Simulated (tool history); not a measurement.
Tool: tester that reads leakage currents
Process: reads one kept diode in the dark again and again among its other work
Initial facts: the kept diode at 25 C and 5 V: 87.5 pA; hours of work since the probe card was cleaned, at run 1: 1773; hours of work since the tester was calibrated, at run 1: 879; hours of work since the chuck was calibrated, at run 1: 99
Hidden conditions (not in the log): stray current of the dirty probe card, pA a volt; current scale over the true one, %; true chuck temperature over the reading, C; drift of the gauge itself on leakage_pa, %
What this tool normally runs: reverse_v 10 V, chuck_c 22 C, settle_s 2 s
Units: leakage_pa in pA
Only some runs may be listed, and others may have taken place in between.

run	hour	reverse_v	chuck_c	settle_s	hours of work since the probe card was cleaned	hours of work since the tester was calibrated	hours of work since the chuck was calibrated	leakage_pa
1	0	10	22	2	1773	879	99	95.42
2	35.9	10	22	2	1800	907	126	95.76
3	68.7	10	22	2	1825	932	152	96.09
4	106.7	10	22	2	1855	961	181	95.9
5	162.9	10	22	2	1898	1004	224	96.37
6	206.5	10	22	2	1931	1038	258	96.82
7	257.2	10	22	2	1970	1077	297	97.02
8	308.7	10	22	1.45	2010	1116	336	97.53
9	345.5	10	22	1.45	2038	1145	364	97.47
10	406.7	10	22	1.45	2085	1192	412	97.54
11	465.1	10	22	1.45	2130	1237	456	98.65
12	528.4	10	22	0.75	2179	1285	505	98.87
13	587.8	10	22	2	2225	1331	551	99.1
14	630.7	10	22	2	2258	1364	584	98.88
15	666.4	10	22	2	2285	1392	611	99.37
16	699.9	10	22	2	2311	1417	637	98.95
17	729.9	10	22	2	2334	1441	660	99.6
18	780	8.8	22	2	2373	1479	699	94.55
19	839.2	10	54	2	2418	1525	744	922.24
20	904	10	54	2	2468	1574	794	923.2
21	959.3	10	54	2	2511	1617	837	926.36
22	1021.9	4.1	24	5.58	2559	1665	885	81.72
23	1065.7	3.7	55	2	2592	1699	919	700.73
24	1127.5	4.2	46	6.21	2640	1746	966	403.28
25	1167.6	7.3	22	8.9	2671	1777	997	89.23
26	1194.1	8.7	36	1.72	2691	1798	1017	259.05
27	1250.2	8.5	41	2.08	2734	1841	1060	366.33
28	1291.2	8.5	41	2.08	2766	1872	1092	368.9
29	1343.9	8.5	41	2.08	2806	1913	1133	368.22
30	1383.8	8.5	41	2.08	2837	1944	1163	367.92
31	1421.6	10	44	2	2866	1973	1192	482.78
32	1450.5	10	44	2.61	2888	1995	1215	477.83
33	1506.7	16	38	0.5	2932	2038	1258	379.93
34	1533.9	7.9	38	1.04	2952	2059	1279	292.42
35	1571.2	10	21	0.45	2981	2088	1307	98.98
36	1597.3	10	21	0.45	3001	2108	1327	98.7
37	1643.3	5.6	38	0.55	3037	2143	1363	258.24
38	1694.5	5.6	24	0.55	3076	2183	1402	95.26
39	1735.8	5.6	24	0.55	3108	2214	1434	95.4

Branching from run 39: 4 alternative next runs. What would each branch give?
A	1793.8	5.6	24	1.42	3152	2259	1479	?
B	1793.8	5.6	41	0.76	3152	2259	1479	?
C	1793.8	5.6	50	0.32	3152	2259	1479	?
D	1793.8	5.6	24	0.37	3152	2259	1479	?

run	leakage_pa
A	95.18
B	320.18
C	592.4
D	96.28
Without the tool's hidden state the same runs would have given:
run	leakage_pa
A	84.26
B	305.32
C	573.29
D	85.35
